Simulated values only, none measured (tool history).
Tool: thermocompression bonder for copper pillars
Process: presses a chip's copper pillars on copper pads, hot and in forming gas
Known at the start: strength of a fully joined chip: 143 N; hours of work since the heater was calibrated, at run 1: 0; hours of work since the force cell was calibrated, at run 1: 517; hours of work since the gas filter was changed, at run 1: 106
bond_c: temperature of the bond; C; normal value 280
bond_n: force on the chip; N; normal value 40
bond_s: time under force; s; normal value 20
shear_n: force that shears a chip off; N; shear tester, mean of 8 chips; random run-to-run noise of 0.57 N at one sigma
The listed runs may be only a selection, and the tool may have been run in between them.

run	hour	bond_c	bond_n	bond_s	hours of work since the heater was calibrated	hours of work since the force cell was calibrated	hours of work since the gas filter was changed	shear_n
1	0	280	40	20	0	517	106	104.1
2	46.5	280	40	20	28	545	134	104.2
3	74.1	280	40	20	45	562	151	104.2
4	116.6	280	40	20	71	588	177	103.7
5	159.2	280	40	20	97	614	203	103.8
6	196.9	280	40	20	120	637	226	104.7
7	244	280	40	20	149	666	255	104.8
8	287.2	280	40	20	176	693	281	105.5
9	309.2	280	40	20	189	706	295	104.9
# hour 327: forming gas filter changed
10	329.2	280	40	20	201	718	1	105.9
11	373.3	280	40	20	228	745	28	106.4
12	414.4	280	40	20	253	770	53	106.4
13	438	267	40	20	267	784	68	94.1
14	479.3	302	40	20	293	810	93	122.3
15	517	280	41	20	316	833	116	107
16	563.4	280	40	20	344	861	144	107.1
17	604.5	280	40	20	369	886	170	106.1
18	640.8	280	40	20	391	908	192	106.8
19	682.8	280	40	20	417	934	217	106.9
20	723.1	280	40	20	442	959	242	107
21	764.7	261	36	20	467	984	267	82.7
22	803.6	260	53	20	491	1008	291	105.8
# hour 828.3: forming gas filter changed
23	836.3	274	40	48	510	1027	5	121.6
# hour 846.1: gauge calibrated
24	881.2	256	47	44	538	1055	32	111.1
# hour 910.5: heater calibrated with a thermocouple chip
25	916.6	256	47	44	4	1075	53	112.8
26	937.6	260	25	41	17	1088	66	75.3
27	970.4	253	33	41	37	1108	86	85.5
28	1012.8	253	33	41	63	1134	112	86
29	1059.5	253	33	41	91	1163	140	86.6
# hour 1080.1: force cell calibrated
30	1103.2	253	33	41	117	14	166	86.4
31	1149.1	280	40	14	145	42	194	96.3
32	1180.8	309	40	22	164	62	213	127.5
33	1225.9	309	40	22	192	89	241	127.9
34	1255.4	309	41	22	210	107	259	128.3
35	1295	260	58	20	234	131	283	111
36	1317.5	260	58	20	248	145	297	111.1
# hour 1330.9: forming gas filter changed
37	1355.3	269	59	28	271	168	15	125.9
38	1397.3	252	27	19	296	194	41	56

Forecast each of these 4 alternatives for the next run:
A	1423.9	281	25	50	312	210	57	?
B	1423.9	270	53	20	312	210	57	?
C	1423.9	301	33	60	312	210	57	?
D	1423.9	252	30	30	312	210	57	?

run	shear_n
A	101.6
B	115.1
C	134.1
D	73.1
Had the tool no hidden state, the same runs would have come out as:
run	shear_n
A	99.6
B	112.9
C	131.5
D	71.6
